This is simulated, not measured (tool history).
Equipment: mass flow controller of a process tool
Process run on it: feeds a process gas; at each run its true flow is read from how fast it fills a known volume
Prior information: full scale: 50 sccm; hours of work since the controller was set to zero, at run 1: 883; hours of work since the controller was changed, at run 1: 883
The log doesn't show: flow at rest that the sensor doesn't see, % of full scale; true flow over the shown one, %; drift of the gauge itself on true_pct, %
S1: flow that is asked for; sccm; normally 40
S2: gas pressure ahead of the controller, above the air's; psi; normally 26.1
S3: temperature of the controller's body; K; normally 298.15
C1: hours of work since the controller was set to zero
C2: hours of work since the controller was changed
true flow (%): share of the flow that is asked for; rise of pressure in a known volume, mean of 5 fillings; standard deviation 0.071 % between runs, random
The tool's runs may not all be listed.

run 1 hour=0.0 | S1=40 S2=26.1 S3=298.15 | C1=883 C2=883 | true_flow_(%)=99.33
run 2 hour=304.4 | S1=40 S2=26.1 S3=298.15 | C1=993 C2=993 | true_flow_(%)=99.49
run 3 hour=466.0 | S1=40 S2=26.1 S3=298.15 | C1=1051 C2=1051 | true_flow_(%)=99.40
run 4 hour=750.3 | S1=40 S2=26.1 S3=298.15 | C1=1153 C2=1153 | true_flow_(%)=99.20
run 5 hour=1066.4 | S1=40 S2=26.1 S3=298.15 | C1=1267 C2=1267 | true_flow_(%)=99.16
run 6 hour=1424.3 | S1=40 S2=26.1 S3=298.15 | C1=1396 C2=1396 | true_flow_(%)=99.02
run 7 hour=1730.8 | S1=40 S2=26.1 S3=298.15 | C1=1506 C2=1506 | true_flow_(%)=98.78
run 8 hour=1953.5 | S1=40 S2=26.1 S3=298.15 | C1=1586 C2=1586 | true_flow_(%)=98.79
run 9 hour=2241.2 | S1=40 S2=26.1 S3=298.15 | C1=1689 C2=1689 | true_flow_(%)=98.74
run 10 hour=2570.9 | S1=40 S2=26.1 S3=305.15 | C1=1808 C2=1808 | true_flow_(%)=99.12
run 11 hour=2933.9 | S1=40 S2=26.1 S3=305.15 | C1=1939 C2=1939 | true_flow_(%)=99.07
run 12 hour=3237.8 | S1=40 S2=26.1 S3=305.15 | C1=2048 C2=2048 | true_flow_(%)=98.96
run 13 hour=3539.7 | S1=40 S2=26.1 S3=309.15 | C1=2157 C2=2157 | true_flow_(%)=99.30
-- hour=3906.0 gauge calibrated
run 14 hour=3906.0 | S1=24 S2=26.1 S3=298.15 | C1=2289 C2=2289 | true_flow_(%)=98.67
run 15 hour=4067.3 | S1=24 S2=26.1 S3=298.15 | C1=2347 C2=2347 | true_flow_(%)=98.79
run 16 hour=4287.5 | S1=40 S2=26.1 S3=298.15 | C1=2426 C2=2426 | true_flow_(%)=99.37
run 17 hour=4500.0 | S1=40 S2=26.1 S3=298.15 | C1=2502 C2=2502 | true_flow_(%)=99.24
run 18 hour=4804.8 | S1=40 S2=26.1 S3=298.15 | C1=2612 C2=2612 | true_flow_(%)=99.21
run 19 hour=5170.4 | S1=40 S2=26.1 S3=298.15 | C1=2744 C2=2744 | true_flow_(%)=99.17
run 20 hour=5359.9 | S1=40 S2=26.1 S3=298.15 | C1=2812 C2=2812 | true_flow_(%)=99.04
run 21 hour=5693.0 | S1=40 S2=26.1 S3=311.15 | C1=2932 C2=2932 | true_flow_(%)=100.02
run 22 hour=5879.1 | S1=40 S2=26.1 S3=311.15 | C1=2999 C2=2999 | true_flow_(%)=99.98
run 23 hour=6071.3 | S1=40 S2=26.1 S3=311.15 | C1=3068 C2=3068 | true_flow_(%)=99.81
run 24 hour=6414.9 | S1=40 S2=26.1 S3=311.15 | C1=3191 C2=3191 | true_flow_(%)=99.74
run 25 hour=6582.5 | S1=37 S2=26.1 S3=307.15 | C1=3252 C2=3252 | true_flow_(%)=99.25
run 26 hour=6900.0 | S1=37 S2=26.1 S3=307.15 | C1=3366 C2=3366 | true_flow_(%)=99.01
run 27 hour=7131.7 | S1=37 S2=26.1 S3=307.15 | C1=3449 C2=3449 | true_flow_(%)=98.99
run 28 hour=7328.8 | S1=11 S2=34.8 S3=306.15 | C1=3520 C2=3520 | true_flow_(%)=98.41
run 29 hour=7636.9 | S1=30 S2=39.7 S3=309.15 | C1=3631 C2=3631 | true_flow_(%)=99.50
run 30 hour=7787.8 | S1=8 S2=36.8 S3=293.15 | C1=3685 C2=3685 | true_flow_(%)=97.14
run 31 hour=7978.1 | S1=36 S2=21.2 S3=308.15 | C1=3754 C2=3754 | true_flow_(%)=98.66
-- hour=8128.9 gauge calibrated
run 32 hour=8232.7 | S1=40 S2=26.1 S3=299.15 | C1=3845 C2=3845 | true_flow_(%)=99.42
run 33 hour=8450.5 | S1=40 S2=28.6 S3=309.15 | C1=3924 C2=3924 | true_flow_(%)=100.25
run 34 hour=8676.9 | S1=40 S2=23.6 S3=306.15 | C1=4005 C2=4005 | true_flow_(%)=99.88
run 35 hour=8955.3 | S1=40 S2=23.6 S3=306.15 | C1=4105 C2=4105 | true_flow_(%)=99.74
run 36 hour=9179.7 | S1=7 S2=23.1 S3=306.15 | C1=4186 C2=4186 | true_flow_(%)=98.37
run 37 hour=9522.7 | S1=7 S2=23.1 S3=306.15 | C1=4310 C2=4310 | true_flow_(%)=98.37
run 38 hour=9841.1 | S1=7 S2=23.1 S3=306.15 | C1=4424 C2=4424 | true_flow_(%)=97.99
run 39 hour=10144.3 | S1=7 S2=23.1 S3=306.15 | C1=4533 C2=4533 | true_flow_(%)=98.05
run 40 hour=10339.0 | S1=7 S2=23.1 S3=306.15 | C1=4603 C2=4603 | true_flow_(%)=97.88
run 41 hour=10695.9 | S1=6 S2=26.1 S3=294.15 | C1=4732 C2=4732 | true_flow_(%)=97.02
run 42 hour=10956.8 | S1=6 S2=26.1 S3=294.15 | C1=4826 C2=4826 | true_flow_(%)=96.99
run 43 hour=11244.0 | S1=6 S2=26.1 S3=294.15 | C1=4929 C2=4929 | true_flow_(%)=96.85
run 44 hour=11461.7 | S1=15 S2=37.6 S3=297.15 | C1=5007 C2=5007 | true_flow_(%)=98.05
run 45 hour=11832.5 | S1=15 S2=37.6 S3=297.15 | C1=5141 C2=5141 | true_flow_(%)=97.83
run 46 hour=12073.4 | S1=15 S2=37.6 S3=297.15 | C1=5227 C2=5227 | true_flow_(%)=97.82
run 47 hour=12238.8 | S1=15 S2=37.6 S3=297.15 | C1=5287 C2=5287 | true_flow_(%)=97.65
run 48 hour=12453.7 | S1=30 S2=26.1 S3=300.15 | C1=5364 C2=5364 | true_flow_(%)=98.01

Table of differences, measured result less the result of that run with no hidden state. Run-to-run variation is the same in both. Gauge scatter possibly is not:
run=1 true_flow_(%)=+0.00
run=2 true_flow_(%)=-0.10
run=3 true_flow_(%)=-0.15
run=4 true_flow_(%)=-0.23
run=5 true_flow_(%)=-0.33
run=6 true_flow_(%)=-0.44
run=7 true_flow_(%)=-0.54
run=8 true_flow_(%)=-0.60
run=9 true_flow_(%)=-0.70
run=10 true_flow_(%)=-0.81
run=11 true_flow_(%)=-0.92
run=12 true_flow_(%)=-1.02
run=13 true_flow_(%)=-1.11
run=14 true_flow_(%)=+0.00
run=15 true_flow_(%)=-0.05
run=16 true_flow_(%)=-0.12
run=17 true_flow_(%)=-0.18
run=18 true_flow_(%)=-0.28
run=19 true_flow_(%)=-0.39
run=20 true_flow_(%)=-0.46
run=21 true_flow_(%)=-0.56
run=22 true_flow_(%)=-0.62
run=23 true_flow_(%)=-0.68
run=24 true_flow_(%)=-0.79
run=25 true_flow_(%)=-0.84
run=26 true_flow_(%)=-0.94
run=27 true_flow_(%)=-1.01
run=28 true_flow_(%)=-1.06
run=29 true_flow_(%)=-1.18
run=30 true_flow_(%)=-1.18
run=31 true_flow_(%)=-1.27
run=32 true_flow_(%)=-0.03
run=33 true_flow_(%)=-0.10
run=34 true_flow_(%)=-0.17
run=35 true_flow_(%)=-0.26
run=36 true_flow_(%)=-0.31
run=37 true_flow_(%)=-0.41
run=38 true_flow_(%)=-0.51
run=39 true_flow_(%)=-0.61
run=40 true_flow_(%)=-0.66
run=41 true_flow_(%)=-0.76
run=42 true_flow_(%)=-0.84
run=43 true_flow_(%)=-0.93
run=44 true_flow_(%)=-1.03
run=45 true_flow_(%)=-1.14
run=46 true_flow_(%)=-1.21
run=47 true_flow_(%)=-1.27
run=48 true_flow_(%)=-1.33
